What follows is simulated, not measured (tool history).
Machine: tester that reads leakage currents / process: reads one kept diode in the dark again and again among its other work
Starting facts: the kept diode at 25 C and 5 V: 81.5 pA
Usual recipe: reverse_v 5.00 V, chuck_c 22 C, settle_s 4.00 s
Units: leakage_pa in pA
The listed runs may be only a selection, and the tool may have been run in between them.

| run | hour | reverse_v | chuck_c | settle_s | leakage_pa |
|---|---|---|---|---|---|
| 1 | 0.0 | 5.00 | 22 | 4.00 | 56.06 |
| 2 | 19.0 | 5.00 | 22 | 4.00 | 56.44 |
| 3 | 52.6 | 5.00 | 22 | 4.00 | 56.05 |
| 4 | 67.4 | 5.00 | 22 | 4.00 | 56.10 |
| 5 | 94.4 | 5.00 | 22 | 5.35 | 55.85 |
| 6 | 109.6 | 5.00 | 22 | 5.35 | 55.70 |
| 7 | 125.8 | 5.00 | 22 | 5.35 | 55.79 |
| 8 | 147.6 | 5.00 | 22 | 5.35 | 55.44 |
| 9 | 171.2 | 5.00 | 22 | 4.00 | 55.58 |
| 10 | 201.8 | 5.00 | 22 | 4.00 | 55.47 |
| 11 | 237.2 | 5.00 | 22 | 4.00 | 55.67 |
| 12 | 271.6 | 5.00 | 22 | 4.00 | 55.39 |
| 13 | 293.6 | 5.00 | 22 | 4.00 | 55.55 |
| 14 | 316.6 | 5.00 | 22 | 4.00 | 55.16 |
| 15 | 335.0 | 5.00 | 22 | 4.00 | 55.42 |
| 16 | 368.4 | 5.00 | 22 | 4.00 | 55.39 |
| 17 | 401.8 | 5.00 | 28 | 4.00 | 96.81 |
| 18 | 417.5 | 5.00 | 28 | 7.12 | 96.99 |
| 19 | 441.3 | 1.25 | 28 | 7.12 | 48.55 |
|  | 452.8 | probe card cleaned and baked |
| 20 | 476.3 | 1.25 | 28 | 7.12 | 48.24 |
| 21 | 496.6 | 2.74 | 22 | 3.87 | 39.59 |
| 22 | 521.7 | 2.74 | 22 | 3.87 | 39.37 |
| 23 | 548.2 | 1.20 | 57 | 3.32 | 570.80 |
| 24 | 570.7 | 3.85 | 22 | 4.00 | 46.39 |
| 25 | 596.3 | 3.85 | 22 | 4.00 | 46.40 |
| 26 | 620.2 | 3.85 | 22 | 4.00 | 46.47 |
| 27 | 652.2 | 5.00 | 22 | 1.36 | 53.37 |
| 28 | 679.2 | 5.00 | 22 | 1.36 | 52.40 |
| 29 | 698.0 | 17.23 | 22 | 4.00 | 96.41 |
| 30 | 723.1 | 5.00 | 22 | 4.14 | 52.22 |
| 31 | 751.2 | 13.89 | 22 | 0.94 | 87.11 |
| 32 | 776.4 | 5.00 | 23 | 4.00 | 57.62 |
| 33 | 791.5 | 5.00 | 36 | 4.86 | 194.58 |
| 34 | 805.7 | 5.00 | 36 | 4.86 | 193.92 |
| 35 | 839.5 | 1.83 | 25 | 8.15 | 42.85 |
| 36 | 858.1 | 1.83 | 25 | 0.34 | 43.31 |
| 37 | 877.8 | 10.49 | 27 | 0.34 | 124.15 |
| 38 | 904.1 | 6.34 | 29 | 7.93 | 114.56 |
| 39 | 923.3 | 6.34 | 29 | 7.93 | 114.25 |

For each run, the measured value with the value that run would have given without the tool's hidden condition subtracted. The run-to-run variation is shared by both, the gauge scatter possibly not:
Hidden conditions of the tool in this case: stray current of the dirty probe card, pA a volt; current scale over the true one, %; true chuck temperature over the reading, C; drift of the gauge itself on leakage_pa, %.
| run | leakage_pa |
|---|---|
| 1 | -5.08 |
| 2 | -5.16 |
| 3 | -5.22 |
| 4 | -5.25 |
| 5 | -5.30 |
| 6 | -5.32 |
| 7 | -5.39 |
| 8 | -5.39 |
| 9 | -5.46 |
| 10 | -5.54 |
| 11 | -5.64 |
| 12 | -5.69 |
| 13 | -5.77 |
| 14 | -5.79 |
| 15 | -5.86 |
| 16 | -5.95 |
| 17 | -11.70 |
| 18 | -11.79 |
| 19 | -6.57 |
| 20 | -7.18 |
| 21 | -6.19 |
| 22 | -6.22 |
| 23 | -72.37 |
| 24 | -7.42 |
| 25 | -7.48 |
| 26 | -7.54 |
| 27 | -8.66 |
| 28 | -8.58 |
| 29 | -15.50 |
| 30 | -8.70 |
| 31 | -14.09 |
| 32 | -9.72 |
| 33 | -30.87 |
| 34 | -30.90 |
| 35 | -7.44 |
| 36 | -7.46 |
| 37 | -20.48 |
| 38 | -19.54 |
| 39 | -19.61 |
